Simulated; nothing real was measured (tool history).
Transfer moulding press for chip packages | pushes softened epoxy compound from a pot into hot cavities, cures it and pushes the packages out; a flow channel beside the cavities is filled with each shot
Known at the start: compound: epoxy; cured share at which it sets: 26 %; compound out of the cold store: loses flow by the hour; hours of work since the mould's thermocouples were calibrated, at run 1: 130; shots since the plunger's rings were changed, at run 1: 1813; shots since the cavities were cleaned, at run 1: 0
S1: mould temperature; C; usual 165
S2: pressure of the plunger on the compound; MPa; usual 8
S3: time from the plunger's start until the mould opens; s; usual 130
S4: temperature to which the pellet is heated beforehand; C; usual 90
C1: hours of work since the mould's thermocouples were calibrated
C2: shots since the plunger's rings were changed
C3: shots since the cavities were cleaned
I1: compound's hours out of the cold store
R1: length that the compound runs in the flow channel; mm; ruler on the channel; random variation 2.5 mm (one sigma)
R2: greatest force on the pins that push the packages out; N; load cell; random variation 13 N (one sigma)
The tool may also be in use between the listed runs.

Run 1, hour 0: usual settings; C1 130; C2 1813; C3 0; I1 46.7. Result: R1 703 mm, R2 575 N.
Run 2, hour 52.5: usual settings; C1 154; C2 2141; C3 328; I1 8.9. Result: R1 892 mm, R2 639 N.
At hour 83.8: cavities cleaned with cleaning compound and waxed.
Run 3, hour 110.8: usual settings; C1 179; C2 2496; C3 169; I1 20.9. Result: R1 828 mm, R2 617 N.
Run 4, hour 156.1: usual settings; C1 200; C2 2779; C3 452; I1 14.5. Result: R1 861 mm, R2 636 N.
At hour 167.3: cavities cleaned with cleaning compound and waxed.
Run 5, hour 209.3: usual settings; C1 223; C2 3102; C3 262; I1 21.4. Result: R1 824 mm, R2 602 N.
At hour 252.3: cavities cleaned with cleaning compound and waxed.
Run 6, hour 282.3: usual settings; C1 255; C2 3549; C3 187; I1 43. Result: R1 720 mm, R2 581 N.
At hour 335.3: cavities cleaned with cleaning compound and waxed.
Run 7, hour 351.6: usual settings; C1 285; C2 3973; C3 102; I1 27.6. Result: R1 791 mm, R2 613 N.
Run 8, hour 402: usual settings; C1 308; C2 4287; C3 416; I1 47.7. Result: R1 696 mm, R2 571 N.
At hour 415: mould's thermocouples calibrated.
At hour 425.2: plunger's sealing rings changed.
At hour 426.7: cavities cleaned with cleaning compound and waxed.
Run 9, hour 492.1: usual settings but S4 82 C; C1 33; C2 409; C3 409; I1 22.5. Result: R1 814 mm, R2 614 N.
At hour 515.9: cavities cleaned with cleaning compound and waxed.
Run 10, hour 543: usual settings but S4 82 C; C1 55; C2 717; C3 169; I1 33.2. Result: R1 762 mm, R2 597 N.
At hour 599.2: cavities cleaned with cleaning compound and waxed.
Run 11, hour 622: usual settings; C1 90; C2 1202; C3 143; I1 42.2. Result: R1 724 mm, R2 591 N.
At hour 682.8: cavities cleaned with cleaning compound and waxed.
Run 12, hour 700: usual settings; C1 124; C2 1679; C3 107; I1 32.6. Result: R1 772 mm, R2 631 N.
At hour 767.6: cavities cleaned with cleaning compound and waxed.
Run 13, hour 769.3: usual settings but S4 99 C; C1 155; C2 2103; C3 10; I1 12.1. Result: R1 876 mm, R2 606 N.
Run 14, hour 838.3: usual settings but S1 158 C, S2 8.88 MPa, S3 148 s, S4 88 C; C1 185; C2 2535; C3 442; I1 20. Result: R1 902 mm, R2 793 N.
At hour 851.2: cavities cleaned with cleaning compound and waxed.
Run 15, hour 912.9: usual settings but S1 158 C, S2 8.88 MPa, S3 148 s, S4 86 C; C1 218; C2 2991; C3 386; I1 14.4. Result: R1 929 mm, R2 829 N.
At hour 934.1: cavities cleaned with cleaning compound and waxed.
Run 16, hour 994.2: usual settings but S2 9.53 MPa, S3 116 s; C1 254; C2 3490; C3 376; I1 42.5. Result: R1 788 mm, R2 707 N.
At hour 1018.3: cavities cleaned with cleaning compound and waxed.
Run 17, hour 1081.7: usual settings but S1 171 C, S2 9.53 MPa, S3 116 s; C1 293; C2 4027; C3 396; I1 12.2. Result: R1 943 mm, R2 578 N.
At hour 1104.8: cavities cleaned with cleaning compound and waxed.
At hour 1130.6: mould's thermocouples calibrated.
At hour 1146: plunger's sealing rings changed.
Run 18, hour 1171.9: usual settings but S1 170 C; C1 17; C2 162; C3 391; I1 12.6. Result: R1 860 mm, R2 521 N.
At hour 1191.4: cavities cleaned with cleaning compound and waxed.
Run 19, hour 1236.9: usual settings but S2 7.6 MPa; C1 46; C2 559; C3 284; I1 8.8. Result: R1 871 mm, R2 647 N.
At hour 1276.1: cavities cleaned with cleaning compound and waxed.
Run 20, hour 1314.3: usual settings but S2 7.6 MPa; C1 80; C2 1033; C3 239; I1 24.3. Result: R1 790 mm, R2 637 N.
Run 21, hour 1354.4: usual settings but S2 7.6 MPa; C1 98; C2 1283; C3 489; I1 46.6. Result: R1 681 mm, R2 576 N.
At hour 1362.8: cavities cleaned with cleaning compound and waxed.
Run 22, hour 1413.9: usual settings; C1 124; C2 1646; C3 319; I1 24.1. Result: R1 809 mm, R2 622 N.
At hour 1445: cavities cleaned with cleaning compound and waxed.
Run 23, hour 1458: usual settings but S1 173 C, S2 9.87 MPa, S3 143 s, S4 85 C; C1 143; C2 1912; C3 81; I1 46.3. Result: R1 768 mm, R2 474 N.
Run 24, hour 1513.4: usual settings but S1 173 C, S2 9.87 MPa, S3 143 s, S4 85 C; C1 168; C2 2258; C3 427; I1 21.7. Result: R1 895 mm, R2 449 N.
At hour 1528.7: cavities cleaned with cleaning compound and waxed.
Run 25, hour 1575.7: usual settings but S1 173 C, S2 9.87 MPa, S3 143 s, S4 85 C; C1 195; C2 2638; C3 293; I1 36.7. Result: R1 816 mm, R2 455 N.
At hour 1612.3: cavities cleaned with cleaning compound and waxed.
Run 26, hour 1634.1: usual settings but S1 173 C, S2 9.87 MPa, S3 143 s, S4 85 C; C1 221; C2 2994; C3 137; I1 32.2. Result: R1 840 mm, R2 451 N.

4 ways to go on from here, each from the tool as it stands after run 26. What would each give?
At hour 1699.5: cavities cleaned with cleaning compound and waxed.
Run A, hour 1699.5: usual settings but S1 173 C, S2 9.87 MPa, S3 157 s, S4 99 C; C1 249; C2 3393; C3 0; I1 41.9. Result: R1 ?, R2 ?.
At hour 1699.5: cavities cleaned with cleaning compound and waxed.
Run B, hour 1699.5: usual settings but S1 159 C, S3 117 s; C1 249; C2 3393; C3 0; I1 33.7. Result: R1 ?, R2 ?.
At hour 1699.5: cavities cleaned with cleaning compound and waxed.
Run C, hour 1699.5: usual settings but S3 168 s, S4 81 C; C1 249; C2 3393; C3 0; I1 29.2. Result: R1 ?, R2 ?.
At hour 1699.5: cavities cleaned with cleaning compound and waxed.
Run D, hour 1699.5: usual settings but S1 168 C, S2 9.25 MPa, S3 116 s; C1 249; C2 3393; C3 0; I1 42.2. Result: R1 ?, R2 ?.

run   R1    R2
  A  783   460
  B  777  1120
  C  783   470
  D  770   603
Without the tool's hidden state the same runs would have given:
run   R1    R2
  A  784   460
  B  778  1119
  C  784   470
  D  772   603
